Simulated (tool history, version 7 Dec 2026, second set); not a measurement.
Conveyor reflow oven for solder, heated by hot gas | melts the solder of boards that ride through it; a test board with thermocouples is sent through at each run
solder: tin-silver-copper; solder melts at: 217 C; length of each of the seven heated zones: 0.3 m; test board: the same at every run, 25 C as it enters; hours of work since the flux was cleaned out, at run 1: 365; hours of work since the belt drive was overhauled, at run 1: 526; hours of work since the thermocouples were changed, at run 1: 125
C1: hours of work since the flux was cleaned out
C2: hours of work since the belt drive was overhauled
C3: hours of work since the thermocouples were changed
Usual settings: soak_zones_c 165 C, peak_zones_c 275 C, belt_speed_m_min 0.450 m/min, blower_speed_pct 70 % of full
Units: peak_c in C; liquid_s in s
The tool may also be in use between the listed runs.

{"run": 1, "hour": 0.0, "soak_zones_c": 165, "peak_zones_c": 275, "belt_speed_m_min": 0.45, "blower_speed_pct": 70, "C1": 365, "C2": 526, "C3": 125, "peak_c": 262.2, "liquid_s": 63.0}
{"run": 2, "hour": 14.5, "soak_zones_c": 165, "peak_zones_c": 275, "belt_speed_m_min": 0.45, "blower_speed_pct": 70, "C1": 374, "C2": 536, "C3": 135, "peak_c": 261.2, "liquid_s": 63.3}
{"run": 3, "hour": 24.9, "soak_zones_c": 165, "peak_zones_c": 272, "belt_speed_m_min": 0.45, "blower_speed_pct": 70, "C1": 381, "C2": 542, "C3": 142, "peak_c": 258.4, "liquid_s": 61.5}
{"hour": 33.7, "done": "flux residue cleaned out of gas plates and filters"}
{"run": 4, "hour": 42.0, "soak_zones_c": 165, "peak_zones_c": 272, "belt_speed_m_min": 0.45, "blower_speed_pct": 70, "C1": 5, "C2": 550, "C3": 149, "peak_c": 257.8, "liquid_s": 61.9}
{"run": 5, "hour": 59.4, "soak_zones_c": 165, "peak_zones_c": 272, "belt_speed_m_min": 0.45, "blower_speed_pct": 70, "C1": 17, "C2": 562, "C3": 161, "peak_c": 258.2, "liquid_s": 61.7}
{"run": 6, "hour": 69.7, "soak_zones_c": 165, "peak_zones_c": 272, "belt_speed_m_min": 0.45, "blower_speed_pct": 70, "C1": 23, "C2": 568, "C3": 167, "peak_c": 257.9, "liquid_s": 62.2}
{"run": 7, "hour": 81.0, "soak_zones_c": 165, "peak_zones_c": 275, "belt_speed_m_min": 0.45, "blower_speed_pct": 70, "C1": 31, "C2": 576, "C3": 175, "peak_c": 261.0, "liquid_s": 63.5}
{"run": 8, "hour": 101.2, "soak_zones_c": 165, "peak_zones_c": 275, "belt_speed_m_min": 0.45, "blower_speed_pct": 70, "C1": 44, "C2": 589, "C3": 188, "peak_c": 261.0, "liquid_s": 63.6}
{"run": 9, "hour": 120.1, "soak_zones_c": 165, "peak_zones_c": 275, "belt_speed_m_min": 0.45, "blower_speed_pct": 70, "C1": 56, "C2": 601, "C3": 200, "peak_c": 261.1, "liquid_s": 63.8}
{"run": 10, "hour": 136.6, "soak_zones_c": 165, "peak_zones_c": 275, "belt_speed_m_min": 0.45, "blower_speed_pct": 70, "C1": 67, "C2": 612, "C3": 211, "peak_c": 260.7, "liquid_s": 63.4}
{"run": 11, "hour": 149.3, "soak_zones_c": 165, "peak_zones_c": 275, "belt_speed_m_min": 0.45, "blower_speed_pct": 70, "C1": 75, "C2": 620, "C3": 219, "peak_c": 260.3, "liquid_s": 63.4}
{"run": 12, "hour": 160.8, "soak_zones_c": 165, "peak_zones_c": 275, "belt_speed_m_min": 0.45, "blower_speed_pct": 70, "C1": 82, "C2": 627, "C3": 226, "peak_c": 260.4, "liquid_s": 63.1}
{"run": 13, "hour": 174.4, "soak_zones_c": 165, "peak_zones_c": 275, "belt_speed_m_min": 0.45, "blower_speed_pct": 70, "C1": 91, "C2": 636, "C3": 235, "peak_c": 260.5, "liquid_s": 63.4}
{"run": 14, "hour": 186.5, "soak_zones_c": 165, "peak_zones_c": 275, "belt_speed_m_min": 0.45, "blower_speed_pct": 70, "C1": 99, "C2": 644, "C3": 243, "peak_c": 261.3, "liquid_s": 64.4}
{"run": 15, "hour": 195.2, "soak_zones_c": 165, "peak_zones_c": 275, "belt_speed_m_min": 0.45, "blower_speed_pct": 70, "C1": 105, "C2": 650, "C3": 249, "peak_c": 260.9, "liquid_s": 63.1}
{"run": 16, "hour": 213.7, "soak_zones_c": 179, "peak_zones_c": 268, "belt_speed_m_min": 0.504, "blower_speed_pct": 65, "C1": 117, "C2": 662, "C3": 261, "peak_c": 252.7, "liquid_s": 55.5}
{"run": 17, "hour": 229.0, "soak_zones_c": 179, "peak_zones_c": 268, "belt_speed_m_min": 0.504, "blower_speed_pct": 65, "C1": 126, "C2": 671, "C3": 271, "peak_c": 252.0, "liquid_s": 55.3}
{"run": 18, "hour": 243.3, "soak_zones_c": 179, "peak_zones_c": 268, "belt_speed_m_min": 0.504, "blower_speed_pct": 65, "C1": 136, "C2": 681, "C3": 280, "peak_c": 252.8, "liquid_s": 55.8}
{"run": 19, "hour": 255.8, "soak_zones_c": 170, "peak_zones_c": 275, "belt_speed_m_min": 0.45, "blower_speed_pct": 50, "C1": 144, "C2": 689, "C3": 288, "peak_c": 258.6, "liquid_s": 62.2}
{"run": 20, "hour": 271.6, "soak_zones_c": 161, "peak_zones_c": 289, "belt_speed_m_min": 0.391, "blower_speed_pct": 57, "C1": 154, "C2": 699, "C3": 298, "peak_c": 275.5, "liquid_s": 80.4}
{"run": 21, "hour": 284.7, "soak_zones_c": 164, "peak_zones_c": 282, "belt_speed_m_min": 0.391, "blower_speed_pct": 55, "C1": 163, "C2": 708, "C3": 307, "peak_c": 270.1, "liquid_s": 77.9}
{"run": 22, "hour": 297.4, "soak_zones_c": 165, "peak_zones_c": 287, "belt_speed_m_min": 0.45, "blower_speed_pct": 56, "C1": 171, "C2": 716, "C3": 315, "peak_c": 269.8, "liquid_s": 68.2}
{"run": 23, "hour": 307.7, "soak_zones_c": 165, "peak_zones_c": 287, "belt_speed_m_min": 0.45, "blower_speed_pct": 65, "C1": 177, "C2": 722, "C3": 322, "peak_c": 271.4, "liquid_s": 68.8}
{"run": 24, "hour": 319.9, "soak_zones_c": 156, "peak_zones_c": 275, "belt_speed_m_min": 0.516, "blower_speed_pct": 70, "C1": 185, "C2": 730, "C3": 329, "peak_c": 254.9, "liquid_s": 48.7}
{"run": 25, "hour": 328.4, "soak_zones_c": 165, "peak_zones_c": 288, "belt_speed_m_min": 0.45, "blower_speed_pct": 89, "C1": 191, "C2": 736, "C3": 335, "peak_c": 275.2, "liquid_s": 70.8}
{"run": 26, "hour": 338.4, "soak_zones_c": 165, "peak_zones_c": 288, "belt_speed_m_min": 0.45, "blower_speed_pct": 89, "C1": 197, "C2": 742, "C3": 341, "peak_c": 275.6, "liquid_s": 70.6}
{"run": 27, "hour": 348.0, "soak_zones_c": 165, "peak_zones_c": 288, "belt_speed_m_min": 0.497, "blower_speed_pct": 89, "C1": 204, "C2": 748, "C3": 348, "peak_c": 272.9, "liquid_s": 62.4}
{"run": 28, "hour": 364.0, "soak_zones_c": 165, "peak_zones_c": 288, "belt_speed_m_min": 0.497, "blower_speed_pct": 89, "C1": 214, "C2": 759, "C3": 358, "peak_c": 272.0, "liquid_s": 62.9}
{"run": 29, "hour": 373.4, "soak_zones_c": 165, "peak_zones_c": 288, "belt_speed_m_min": 0.497, "blower_speed_pct": 89, "C1": 220, "C2": 765, "C3": 364, "peak_c": 272.5, "liquid_s": 63.3}
{"run": 30, "hour": 384.8, "soak_zones_c": 165, "peak_zones_c": 288, "belt_speed_m_min": 0.497, "blower_speed_pct": 89, "C1": 227, "C2": 772, "C3": 371, "peak_c": 272.9, "liquid_s": 62.4}

Forecast each of these 5 alternatives for the next run:
{"run": "A", "hour": 401.2, "soak_zones_c": 156, "peak_zones_c": 288, "belt_speed_m_min": 0.497, "blower_speed_pct": 76, "C1": 238, "C2": 783, "C3": 382, "peak_c": "?", "liquid_s": "?"}
{"run": "B", "hour": 401.2, "soak_zones_c": 160, "peak_zones_c": 265, "belt_speed_m_min": 0.497, "blower_speed_pct": 89, "C1": 238, "C2": 783, "C3": 382, "peak_c": "?", "liquid_s": "?"}
{"run": "C", "hour": 401.2, "soak_zones_c": 165, "peak_zones_c": 283, "belt_speed_m_min": 0.45, "blower_speed_pct": 70, "C1": 238, "C2": 783, "C3": 382, "peak_c": "?", "liquid_s": "?"}
{"run": "D", "hour": 401.2, "soak_zones_c": 164, "peak_zones_c": 286, "belt_speed_m_min": 0.497, "blower_speed_pct": 87, "C1": 238, "C2": 783, "C3": 382, "peak_c": "?", "liquid_s": "?"}
{"run": "E", "hour": 401.2, "soak_zones_c": 170, "peak_zones_c": 288, "belt_speed_m_min": 0.497, "blower_speed_pct": 89, "C1": 238, "C2": 783, "C3": 382, "peak_c": "?", "liquid_s": "?"}

run=A peak_c=269.6 liquid_s=58.1
run=B peak_c=251.2 liquid_s=50.4
run=C peak_c=267.9 liquid_s=66.8
run=D peak_c=270.1 liquid_s=61.2
run=E peak_c=273.0 liquid_s=63.6
Without the tool's hidden state the same runs would have given:
run=A peak_c=269.7 liquid_s=58.1
run=B peak_c=251.3 liquid_s=50.4
run=C peak_c=267.9 liquid_s=66.7
run=D peak_c=270.2 liquid_s=61.2
run=E peak_c=273.1 liquid_s=63.6
